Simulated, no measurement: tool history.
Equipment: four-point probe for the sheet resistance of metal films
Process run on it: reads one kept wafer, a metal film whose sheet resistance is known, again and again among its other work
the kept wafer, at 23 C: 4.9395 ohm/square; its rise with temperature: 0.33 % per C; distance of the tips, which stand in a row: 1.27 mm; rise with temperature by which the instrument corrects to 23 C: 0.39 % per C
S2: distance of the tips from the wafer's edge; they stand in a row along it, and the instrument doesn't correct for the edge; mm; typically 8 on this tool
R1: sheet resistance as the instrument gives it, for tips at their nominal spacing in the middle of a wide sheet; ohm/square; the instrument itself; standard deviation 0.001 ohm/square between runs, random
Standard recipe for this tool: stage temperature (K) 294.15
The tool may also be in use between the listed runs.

Run 1, hour 0: usual settings. Result: R1 5.021191 ohm/square.
Run 2, hour 36.2: usual settings. Result: R1 5.022876 ohm/square.
Run 3, hour 69.3: usual settings. Result: R1 5.025167 ohm/square.
Run 4, hour 107.3: usual settings. Result: R1 5.024728 ohm/square.
Run 5, hour 155.2: usual settings but S2 18 mm. Result: R1 4.973535 ohm/square.
Run 6, hour 202.7: usual settings but S2 18 mm. Result: R1 4.976224 ohm/square.
Run 7, hour 255.6: usual settings but S2 3 mm. Result: R1 5.395906 ohm/square.
Run 8, hour 301.8: usual settings but S2 3 mm. Result: R1 5.398016 ohm/square.

Estimate the outcome of run 9 from the log above:
Run 9, hour 349.9: usual settings but S2 3 mm. Result: R1 ?.

R1: 5.398807 ohm/square
Were there no unlogged condition in the tool, this run, its random variation unchanged, would have produced R1 5.377353 ohm/square.
